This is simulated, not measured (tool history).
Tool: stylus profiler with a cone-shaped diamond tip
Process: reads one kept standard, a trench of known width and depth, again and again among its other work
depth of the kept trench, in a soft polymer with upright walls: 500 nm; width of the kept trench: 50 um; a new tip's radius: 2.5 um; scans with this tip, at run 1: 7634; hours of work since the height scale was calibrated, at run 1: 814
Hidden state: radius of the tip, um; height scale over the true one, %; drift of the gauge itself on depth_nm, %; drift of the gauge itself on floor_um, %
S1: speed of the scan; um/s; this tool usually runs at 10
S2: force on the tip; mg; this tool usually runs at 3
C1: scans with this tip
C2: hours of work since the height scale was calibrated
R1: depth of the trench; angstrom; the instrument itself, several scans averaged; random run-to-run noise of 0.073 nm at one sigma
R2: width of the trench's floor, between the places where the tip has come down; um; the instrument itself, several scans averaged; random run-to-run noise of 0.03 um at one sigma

run,day,S1,S2,C1,C2,R1,R2
1,0,10,3,7634,814,5045.8,46.45
2,3.7,10,3,8102,864,5044.7,46.42
# day 5.288: height scale calibrated on a step standard
3,7.438,10,3,8572,29,5050.6,46.42
4,9.412,10,3,8821,56,5050.9,46.33
5,12.046,10,3,9154,91,5050.6,46.39
6,15.675,10,3,9613,140,5050.4,46.41
7,17.921,10,3,9897,170,5049.8,46.35
8,20.979,10,3,10283,211,5051.1,46.37
9,23.117,2,3,10553,240,5049,46.36
10,25.671,8,3,10876,275,5049.4,46.36
11,28.704,11,2.69,11259,316,5046.4,46.29
12,30.7,6,8.27,11511,342,5099.7,46.31
13,33.246,6,8.27,11833,377,5097.4,46.31
14,35.154,39,1.14,12074,402,5023.1,46.03
15,36.688,12,4.62,12268,423,5065.2,46.27
16,38.946,12,4.62,12553,454,5065.5,46.22
17,42.688,4,6.32,13026,504,5081.4,46.26
18,45.921,11,3,13434,548,5047.4,46.16
19,47.529,11,3,13638,569,5047.8,46.21

Had the tool no unlogged condition, and each run kept its random variation, what would the results have been?
run,R1,R2
1,5051.8,46.92
2,5051,46.91
3,5050.4,46.94
4,5051,46.86
5,5050.9,46.93
6,5051.1,46.98
7,5050.7,46.93
8,5052.3,46.96
9,5050.4,46.98
10,5051.1,46.99
11,5048.4,46.93
12,5101.8,46.97
13,5099.8,46.98
14,5025.7,46.71
15,5068,46.97
16,5068.5,46.92
17,5084.7,46.98
18,5051.1,46.9
19,5051.6,46.96
